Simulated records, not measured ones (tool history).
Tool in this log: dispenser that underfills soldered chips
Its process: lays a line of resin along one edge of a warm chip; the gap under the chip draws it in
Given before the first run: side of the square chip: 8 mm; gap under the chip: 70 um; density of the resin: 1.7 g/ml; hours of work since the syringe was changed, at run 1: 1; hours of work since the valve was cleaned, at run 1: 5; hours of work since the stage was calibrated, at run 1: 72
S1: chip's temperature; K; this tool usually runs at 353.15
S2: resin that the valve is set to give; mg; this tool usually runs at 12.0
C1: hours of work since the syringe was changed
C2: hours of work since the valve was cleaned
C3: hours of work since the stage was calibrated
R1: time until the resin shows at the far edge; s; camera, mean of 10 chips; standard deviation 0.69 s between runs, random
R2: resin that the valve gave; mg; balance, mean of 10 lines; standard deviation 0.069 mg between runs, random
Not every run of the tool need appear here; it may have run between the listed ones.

run   hour      S1    S2  C1   C2   C3     R1     R2
  1    0.0  353.15  12.0   1    5   72   64.2  11.86
  2    7.5  353.15  12.0   6   10   77   92.5  11.78
      12.4  -- new syringe of resin
  3   13.4  353.15  12.0   1   14   81   62.6  11.85
      25.4  -- new syringe of resin
  4   27.7  345.15  12.0   2   24   91  101.0  11.87
  5   37.0  353.15  12.0   8   30   97  107.8  11.81
      38.6  -- new syringe of resin
  6   48.3  353.15  12.0   7   38  105   98.5  11.70
      52.2  -- new syringe of resin
  7   58.1  353.15  12.0   4   45  112   82.0  11.65
      65.1  -- new syringe of resin
  8   70.2  353.15  12.0   4   53  120   77.7  11.78
      78.0  -- new syringe of resin
  9   82.5  353.15  13.3   3   61  128   75.6  12.77
      91.4  -- new syringe of resin
 10   92.4  353.15  13.3   1   68  135   61.8  12.88
 11   99.8  353.15  12.0   6   73  140   90.6  11.61
     104.6  -- new syringe of resin
 12  109.5  353.15  12.0   3   80  147   75.2  11.53
     117.5  -- new syringe of resin
 13  118.9  353.15  12.0   1   86  153   64.2  11.36
 14  124.9  353.15  12.0   5   90  157   88.1  11.62
     131.1  -- new syringe of resin
 15  137.3  353.15  12.0   4   99  166   81.9  11.39
     144.4  -- new syringe of resin
 16  144.4  360.15  12.0   0  103  170   42.6  11.41
 17  153.2  360.15  12.0   6  110  177   67.4  11.36
     158.1  -- new syringe of resin
 18  166.8  360.15  12.0   6  119  186   65.4  11.20
     170.8  -- new syringe of resin
     174.4  -- dispensing valve cleaned and set on the balance
 19  181.2  360.15  10.3   7    5  195   69.9  10.31
     184.8  -- new syringe of resin
 20  188.5  348.15  10.3   3   10  200   91.3  10.23
     197.5  -- new syringe of resin
 21  198.1  348.15  10.3   0   16  206   76.0  10.30
 22  205.9  348.15  10.3   6   22  212  115.1  10.32
     210.3  -- new syringe of resin
 23  214.1  366.15  15.4   3   27  217   38.8  15.14
     224.1  -- new syringe of resin
 24  226.3  343.15  15.4   2   35  226  104.4  15.21
     237.7  -- new syringe of resin
 25  238.7  367.15  14.4   1   44  234   31.1  14.26
 26  247.1  357.15  10.2   7   50  240   80.4   9.95
     250.7  -- new syringe of resin
 27  261.2  357.15  10.2   7   59  250   83.6   9.88
     263.4  -- new syringe of resin
 28  274.7  343.15  10.5   8   69  259  163.4  10.11
     276.1  -- new syringe of resin
 29  285.6  364.15  12.8   7   76  266   54.2  12.42
     289.3  -- new syringe of resin
 30  292.3  356.15  11.7   2   80  271   56.6  11.32
 31  299.6  356.15  11.7   7   86  276   83.1  11.09
     302.6  -- new syringe of resin
 32  312.9  343.15  13.8   7   95  285  153.3  13.20
     316.1  -- new syringe of resin
 33  325.7  356.15  12.8   7  103  294   78.7  11.98
     329.3  -- new syringe of resin
 34  334.5  356.15  10.6   4  109  299   65.3  10.05

Same runs, no hidden state in the tool, same run-to-run variation:
Hidden conditions of the tool in this case: resin's viscosity, % of fresh resin's; dose that the valve gives, % of what is set; true chip temperature over the reading, C; drift of the gauge itself on fill_s, %; drift of the gauge itself on given_mg, %.
run     R1     R2
  1   62.8  11.92
  2   61.7  11.87
  3   62.4  11.96
  4   92.0  12.04
  5   60.5  12.02
  6   61.9  11.95
  7   63.5  11.95
  8   62.5  12.13
  9   62.3  13.21
 10   61.9  13.36
 11   61.9  12.08
 12   61.9  12.03
 13   62.2  11.89
 14   62.8  12.18
 15   63.2  12.00
 16   44.5  12.05
 17   45.0  12.03
 18   45.0  11.92
 19   46.2  10.32
 20   82.5  10.27
 21   81.1  10.37
 22   82.7  10.42
 23   34.7  15.32
 24  100.2  15.45
 25   32.2  14.56
 26   54.3  10.18
 27   53.3  10.16
 28  102.2  10.45
 29   37.1  12.88
 30   53.5  11.76
 31   54.2  11.55
 32  101.0  13.81
 33   53.6  12.60
 34   55.3  10.60
